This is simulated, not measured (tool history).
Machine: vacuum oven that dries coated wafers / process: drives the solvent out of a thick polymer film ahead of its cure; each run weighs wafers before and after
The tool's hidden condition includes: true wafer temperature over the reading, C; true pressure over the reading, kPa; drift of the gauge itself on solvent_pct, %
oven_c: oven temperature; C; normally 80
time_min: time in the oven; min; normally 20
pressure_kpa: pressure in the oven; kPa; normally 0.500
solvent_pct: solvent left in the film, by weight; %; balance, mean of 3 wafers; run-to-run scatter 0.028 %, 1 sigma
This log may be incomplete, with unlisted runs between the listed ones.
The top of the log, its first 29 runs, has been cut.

run	hour	oven_c	time_min	pressure_kpa	hours of work since the thermocouples were calibrated	hours of work since the vacuum gauge was cleaned of residue	solvent_pct
30	1615.0	73	19	1.625	377	1732	4.11
31	1668.8	70	30	0.500	418	1772	2.12
32	1749.7	71	23	0.500	479	1833	2.87
33	1824.1	71	29	0.768	535	1889	2.34
# hour 1849.0: vacuum gauge cleaned of residue and calibrated
34	1874.0	79	23	0.500	571	19	1.17
35	1925.7	87	23	1.742	610	58	1.20
36	2006.8	87	23	1.742	671	119	1.22
37	2044.4	93	16	0.251	699	147	0.43
38	2100.9	93	16	0.251	742	190	0.40
39	2160.2	89	12	1.561	787	235	2.07
40	2213.3	76	13	1.702	827	275	4.77
41	2263.9	90	22	1.259	865	313	0.74
42	2343.4	90	22	1.259	925	373	0.76
43	2403.5	90	22	1.259	970	418	0.76
44	2444.5	65	22	1.404	1001	449	5.24

Here are 5 independent what-if runs from the current tool condition. What would each one return?
A	2490.5	69	20	0.680	1036	483	?
B	2490.5	80	20	0.456	1036	483	?
C	2490.5	74	13	0.769	1036	483	?
D	2490.5	84	29	1.067	1036	483	?
E	2490.5	82	20	0.500	1036	483	?

run	solvent_pct
A	3.86
B	1.40
C	4.62
D	0.82
E	1.10
Take away the tool's hidden state, keep each run's random variation, and the runs would have read:
run	solvent_pct
A	3.96
B	1.43
C	4.75
D	0.80
E	1.12

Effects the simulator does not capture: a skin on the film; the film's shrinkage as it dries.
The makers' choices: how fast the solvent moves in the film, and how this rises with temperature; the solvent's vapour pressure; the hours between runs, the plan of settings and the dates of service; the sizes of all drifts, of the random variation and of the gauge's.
